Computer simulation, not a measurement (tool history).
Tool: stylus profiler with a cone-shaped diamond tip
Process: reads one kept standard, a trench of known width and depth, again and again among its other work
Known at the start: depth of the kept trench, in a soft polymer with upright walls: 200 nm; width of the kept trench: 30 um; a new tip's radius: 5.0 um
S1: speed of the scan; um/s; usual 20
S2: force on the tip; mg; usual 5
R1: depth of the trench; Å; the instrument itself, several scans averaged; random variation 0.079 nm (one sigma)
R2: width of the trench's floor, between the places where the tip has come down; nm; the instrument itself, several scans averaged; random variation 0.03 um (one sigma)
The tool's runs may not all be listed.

run 1 hour=0 | S1=20 S2=5 | R1=2030.9 R2=26890
run 2 hour=24 | S1=20 S2=5 | R1=2031.8 R2=26890
run 3 hour=44.5 | S1=20 S2=5 | R1=2033.4 R2=26870
run 4 hour=57.4 | S1=20 S2=5 | R1=2034.4 R2=26910
run 5 hour=83.3 | S1=20 S2=5.29 | R1=2031.6 R2=26880
run 6 hour=106.5 | S1=20 S2=5.29 | R1=2033.7 R2=26840
run 7 hour=123 | S1=20 S2=5.29 | R1=2032.9 R2=26840
run 8 hour=141.6 | S1=20 S2=5.29 | R1=2033 R2=26810
run 9 hour=159.4 | S1=20 S2=5.29 | R1=2032.2 R2=26840
run 10 hour=176.5 | S1=20 S2=5 | R1=2030.7 R2=26830
run 11 hour=195.1 | S1=20 S2=5 | R1=2033.5 R2=26850
run 12 hour=223.9 | S1=20 S2=5 | R1=2033.8 R2=26840
run 13 hour=243.1 | S1=20 S2=5 | R1=2031.4 R2=26820
run 14 hour=255.6 | S1=20 S2=5 | R1=2032.3 R2=26780
run 15 hour=271 | S1=23 S2=5 | R1=2030.9 R2=26820
run 16 hour=295.4 | S1=41 S2=5 | R1=2033.8 R2=26710
run 17 hour=315.6 | S1=20 S2=5 | R1=2031.6 R2=26880
run 18 hour=328.6 | S1=20 S2=5 | R1=2033.4 R2=26860
run 19 hour=346.4 | S1=20 S2=5 | R1=2031.9 R2=26860
run 20 hour=374.8 | S1=20 S2=5 | R1=2032.5 R2=26780
run 21 hour=402.7 | S1=20 S2=5 | R1=2033.4 R2=26790
run 22 hour=425.1 | S1=20 S2=5 | R1=2034.2 R2=26810
run 23 hour=449.7 | S1=20 S2=5 | R1=2032.3 R2=26780
run 24 hour=473.2 | S1=19 S2=4.95 | R1=2033.5 R2=26790
run 25 hour=492.4 | S1=18 S2=4.9 | R1=2033.3 R2=26790
run 26 hour=507.4 | S1=18 S2=4.9 | R1=2033.7 R2=26790
run 27 hour=520.4 | S1=17 S2=1.86 | R1=2020.4 R2=26740
run 28 hour=546.6 | S1=17 S2=1.86 | R1=2021.3 R2=26740
run 29 hour=564.5 | S1=37 S2=1.78 | R1=2020 R2=26610
run 30 hour=581.6 | S1=37 S2=1.78 | R1=2019.1 R2=26580
run 31 hour=594.5 | S1=47 S2=3.08 | R1=2024.9 R2=26590
run 32 hour=621.3 | S1=13 S2=3.08 | R1=2024.8 R2=26800
run 33 hour=649.7 | S1=20 S2=10.42 | R1=2051.6 R2=26760

Run 34 comes next. What will it give?
run 34 hour=667 | S1=45 S2=9.74 | R1=? R2=?

Run 34 gave R1 2048.4 Å, R2 26660 nm.
Without the tool's hidden state the same run would have given R1 2041.8 Å, R2 27050 nm.

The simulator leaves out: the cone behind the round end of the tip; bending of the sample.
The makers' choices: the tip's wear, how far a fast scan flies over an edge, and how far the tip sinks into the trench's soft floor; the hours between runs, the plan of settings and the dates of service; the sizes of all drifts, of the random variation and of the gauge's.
